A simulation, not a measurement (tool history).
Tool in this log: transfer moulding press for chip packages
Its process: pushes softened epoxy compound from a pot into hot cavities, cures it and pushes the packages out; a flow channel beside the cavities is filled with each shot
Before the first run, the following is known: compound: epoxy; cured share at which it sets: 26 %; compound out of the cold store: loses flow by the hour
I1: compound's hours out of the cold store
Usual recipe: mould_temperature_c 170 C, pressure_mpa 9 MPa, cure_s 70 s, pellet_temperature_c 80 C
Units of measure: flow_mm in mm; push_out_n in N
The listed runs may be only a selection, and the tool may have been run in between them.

{"run": 1, "day": 0.0, "mould_temperature_c": 170, "pressure_mpa": 9, "cure_s": 70, "pellet_temperature_c": 80, "I1": 19.1, "flow_mm": 547, "push_out_n": 373}
{"run": 2, "day": 1.242, "mould_temperature_c": 170, "pressure_mpa": 9, "cure_s": 70, "pellet_temperature_c": 80, "I1": 18.1, "flow_mm": 548, "push_out_n": 380}
{"day": 2.179, "done": "cavities cleaned with cleaning compound and waxed"}
{"run": 3, "day": 2.429, "mould_temperature_c": 170, "pressure_mpa": 9, "cure_s": 71, "pellet_temperature_c": 80, "I1": 14.6, "flow_mm": 566, "push_out_n": 366}
{"run": 4, "day": 4.033, "mould_temperature_c": 166, "pressure_mpa": 9, "cure_s": 70, "pellet_temperature_c": 80, "I1": 48, "flow_mm": 444, "push_out_n": 447}
{"day": 4.533, "done": "mould's thermocouples calibrated"}
{"day": 4.708, "done": "cavities cleaned with cleaning compound and waxed"}
{"day": 4.992, "done": "plunger's sealing rings changed"}
{"run": 5, "day": 6.275, "mould_temperature_c": 166, "pressure_mpa": 9, "cure_s": 70, "pellet_temperature_c": 80, "I1": 45.4, "flow_mm": 457, "push_out_n": 447}
{"day": 7.267, "done": "cavities cleaned with cleaning compound and waxed"}
{"run": 6, "day": 7.517, "mould_temperature_c": 170, "pressure_mpa": 9, "cure_s": 70, "pellet_temperature_c": 80, "I1": 18.6, "flow_mm": 550, "push_out_n": 371}
{"day": 9.7, "done": "cavities cleaned with cleaning compound and waxed"}
{"run": 7, "day": 9.888, "mould_temperature_c": 170, "pressure_mpa": 9, "cure_s": 70, "pellet_temperature_c": 80, "I1": 16.8, "flow_mm": 553, "push_out_n": 378}
{"run": 8, "day": 11.175, "mould_temperature_c": 170, "pressure_mpa": 9, "cure_s": 70, "pellet_temperature_c": 80, "I1": 21.1, "flow_mm": 539, "push_out_n": 359}
{"day": 12.142, "done": "cavities cleaned with cleaning compound and waxed"}
{"run": 9, "day": 13.567, "mould_temperature_c": 170, "pressure_mpa": 9, "cure_s": 70, "pellet_temperature_c": 80, "I1": 43.1, "flow_mm": 456, "push_out_n": 335}
{"day": 14.688, "done": "cavities cleaned with cleaning compound and waxed"}
{"run": 10, "day": 15.662, "mould_temperature_c": 178, "pressure_mpa": 9, "cure_s": 70, "pellet_temperature_c": 80, "I1": 44.9, "flow_mm": 443, "push_out_n": 255}
{"day": 16.538, "done": "plunger's sealing rings changed"}
{"run": 11, "day": 16.971, "mould_temperature_c": 178, "pressure_mpa": 9, "cure_s": 70, "pellet_temperature_c": 80, "I1": 39.6, "flow_mm": 460, "push_out_n": 268}
{"day": 17.208, "done": "cavities cleaned with cleaning compound and waxed"}
{"run": 12, "day": 19.375, "mould_temperature_c": 178, "pressure_mpa": 9, "cure_s": 70, "pellet_temperature_c": 80, "I1": 25.4, "flow_mm": 502, "push_out_n": 263}
{"day": 19.704, "done": "cavities cleaned with cleaning compound and waxed"}
{"run": 13, "day": 20.65, "mould_temperature_c": 178, "pressure_mpa": 9, "cure_s": 70, "pellet_temperature_c": 80, "I1": 30.2, "flow_mm": 490, "push_out_n": 256}
{"run": 14, "day": 21.867, "mould_temperature_c": 167, "pressure_mpa": 9, "cure_s": 70, "pellet_temperature_c": 80, "I1": 40.1, "flow_mm": 477, "push_out_n": 433}
{"day": 22.125, "done": "cavities cleaned with cleaning compound and waxed"}
{"run": 15, "day": 23.471, "mould_temperature_c": 167, "pressure_mpa": 9, "cure_s": 70, "pellet_temperature_c": 80, "I1": 39.6, "flow_mm": 473, "push_out_n": 439}
{"day": 24.521, "done": "cavities cleaned with cleaning compound and waxed"}
{"run": 16, "day": 24.538, "mould_temperature_c": 173, "pressure_mpa": 9.68, "cure_s": 99, "pellet_temperature_c": 75, "I1": 16.4, "flow_mm": 573, "push_out_n": 243}
{"run": 17, "day": 26.512, "mould_temperature_c": 173, "pressure_mpa": 9.68, "cure_s": 99, "pellet_temperature_c": 75, "I1": 40.1, "flow_mm": 481, "push_out_n": 243}
{"day": 27.05, "done": "cavities cleaned with cleaning compound and waxed"}
{"day": 27.879, "done": "mould's thermocouples calibrated"}
{"day": 28.3, "done": "plunger's sealing rings changed"}
{"run": 18, "day": 28.475, "mould_temperature_c": 173, "pressure_mpa": 9.81, "cure_s": 99, "pellet_temperature_c": 83, "I1": 22.4, "flow_mm": 548, "push_out_n": 233}
{"day": 29.767, "done": "cavities cleaned with cleaning compound and waxed"}
{"run": 19, "day": 30.679, "mould_temperature_c": 170, "pressure_mpa": 7.33, "cure_s": 63, "pellet_temperature_c": 77, "I1": 29, "flow_mm": 459, "push_out_n": 478}
{"run": 20, "day": 31.642, "mould_temperature_c": 175, "pressure_mpa": 9.09, "cure_s": 83, "pellet_temperature_c": 90, "I1": 23.2, "flow_mm": 524, "push_out_n": 250}
{"day": 32.238, "done": "cavities cleaned with cleaning compound and waxed"}
{"run": 21, "day": 33.896, "mould_temperature_c": 175, "pressure_mpa": 9.09, "cure_s": 83, "pellet_temperature_c": 90, "I1": 32.6, "flow_mm": 486, "push_out_n": 244}
{"day": 34.621, "done": "cavities cleaned with cleaning compound and waxed"}
{"run": 22, "day": 36.258, "mould_temperature_c": 166, "pressure_mpa": 8.56, "cure_s": 108, "pellet_temperature_c": 77, "I1": 27.2, "flow_mm": 515, "push_out_n": 267}
{"day": 37.146, "done": "cavities cleaned with cleaning compound and waxed"}
{"run": 23, "day": 38.483, "mould_temperature_c": 167, "pressure_mpa": 9, "cure_s": 70, "pellet_temperature_c": 80, "I1": 36.8, "flow_mm": 486, "push_out_n": 421}
{"day": 39.675, "done": "cavities cleaned with cleaning compound and waxed"}
{"day": 39.942, "done": "plunger's sealing rings changed"}
{"run": 24, "day": 40.083, "mould_temperature_c": 171, "pressure_mpa": 9.95, "cure_s": 74, "pellet_temperature_c": 77, "I1": 30.8, "flow_mm": 523, "push_out_n": 291}
{"run": 25, "day": 41.904, "mould_temperature_c": 171, "pressure_mpa": 9.95, "cure_s": 74, "pellet_temperature_c": 77, "I1": 28.9, "flow_mm": 535, "push_out_n": 317}
{"day": 42.196, "done": "cavities cleaned with cleaning compound and waxed"}
{"run": 26, "day": 44.054, "mould_temperature_c": 178, "pressure_mpa": 7.47, "cure_s": 103, "pellet_temperature_c": 72, "I1": 23.3, "flow_mm": 472, "push_out_n": 251}
{"day": 44.621, "done": "cavities cleaned with cleaning compound and waxed"}
{"run": 27, "day": 45.758, "mould_temperature_c": 178, "pressure_mpa": 7.47, "cure_s": 103, "pellet_temperature_c": 72, "I1": 46.7, "flow_mm": 399, "push_out_n": 245}

Predict each of these 3 candidate next runs independently; none follows another, all start after run 27:
{"day": 47.004, "done": "cavities cleaned with cleaning compound and waxed"}
{"run": "A", "day": 47.658, "mould_temperature_c": 175, "pressure_mpa": 6.8, "cure_s": 93, "pellet_temperature_c": 72, "I1": 41.6, "flow_mm": "?", "push_out_n": "?"}
{"day": 47.004, "done": "cavities cleaned with cleaning compound and waxed"}
{"run": "B", "day": 47.658, "mould_temperature_c": 178, "pressure_mpa": 8.58, "cure_s": 103, "pellet_temperature_c": 76, "I1": 19.8, "flow_mm": "?", "push_out_n": "?"}
{"day": 47.004, "done": "cavities cleaned with cleaning compound and waxed"}
{"run": "C", "day": 47.658, "mould_temperature_c": 174, "pressure_mpa": 9, "cure_s": 70, "pellet_temperature_c": 80, "I1": 26.8, "flow_mm": "?", "push_out_n": "?"}

run=A flow_mm=398 push_out_n=236
run=B flow_mm=511 push_out_n=235
run=C flow_mm=508 push_out_n=295
With the hidden condition removed and each run's random variation left untouched, the same runs would have given:
run=A flow_mm=399 push_out_n=235
run=B flow_mm=511 push_out_n=234
run=C flow_mm=508 push_out_n=294

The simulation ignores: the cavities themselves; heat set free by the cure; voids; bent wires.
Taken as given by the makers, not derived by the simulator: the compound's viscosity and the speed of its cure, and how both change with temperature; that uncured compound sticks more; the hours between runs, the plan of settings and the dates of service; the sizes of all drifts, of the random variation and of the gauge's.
